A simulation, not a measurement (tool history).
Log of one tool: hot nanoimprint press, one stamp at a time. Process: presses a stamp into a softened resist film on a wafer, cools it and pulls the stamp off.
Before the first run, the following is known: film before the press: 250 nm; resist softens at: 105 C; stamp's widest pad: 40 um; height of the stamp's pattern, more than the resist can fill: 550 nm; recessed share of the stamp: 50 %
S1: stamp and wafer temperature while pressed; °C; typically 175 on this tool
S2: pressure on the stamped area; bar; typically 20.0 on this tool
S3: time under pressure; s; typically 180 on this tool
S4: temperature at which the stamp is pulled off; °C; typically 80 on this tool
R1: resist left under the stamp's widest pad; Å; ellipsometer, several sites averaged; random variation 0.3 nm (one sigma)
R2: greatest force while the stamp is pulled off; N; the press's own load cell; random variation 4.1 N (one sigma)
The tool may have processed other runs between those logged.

run   hour   S1    S2   S3  S4    R1   R2
  1    0.0  175  20.0  180  80  1323  263
  2   35.9  175  20.0  180  80  1327  279
  3   60.1  175  20.0  180  80  1321  283
  4   78.0  175  20.0  180  80  1321  287
  5  100.6  175  20.0  180  80  1323  305
  6  120.0  175  20.0  180  84  1330  271
  7  145.4  175  20.0  180  77  1322  332
  8  170.3  173  18.4  180  68  1462  412
  9  193.3  173  18.4  180  68  1476  440
     202.5  -- stamp cleaned and given a new release coat
     213.8  -- plate thermocouple calibrated
 10  237.5  182  18.2  171  85  1157  180
 11  264.1  182  18.2  171  85  1151  188
 12  297.7  182  18.2  171  85  1155  196
 13  318.9  182  18.2  171  85  1148  212
 14  346.1  171  29.5  180  80  1283  245

Each row is a separate what-if for the run after 14, all from the same tool condition, not one after another. Results?
  A  367.1  171  14.8  113  80   ?   ?
  B  367.1  175  20.0  180  69   ?   ?
  C  367.1  186  29.5  180  80   ?   ?
  D  367.1  165  29.5  297  83   ?   ?

run    R1   R2
  A  1917  253
  B  1350  323
  C   763  248
  D  1373  234
Without the tool's unlogged condition, the same runs would have read:
run    R1   R2
  A  1922  200
  B  1351  255
  C   757  197
  D  1369  185
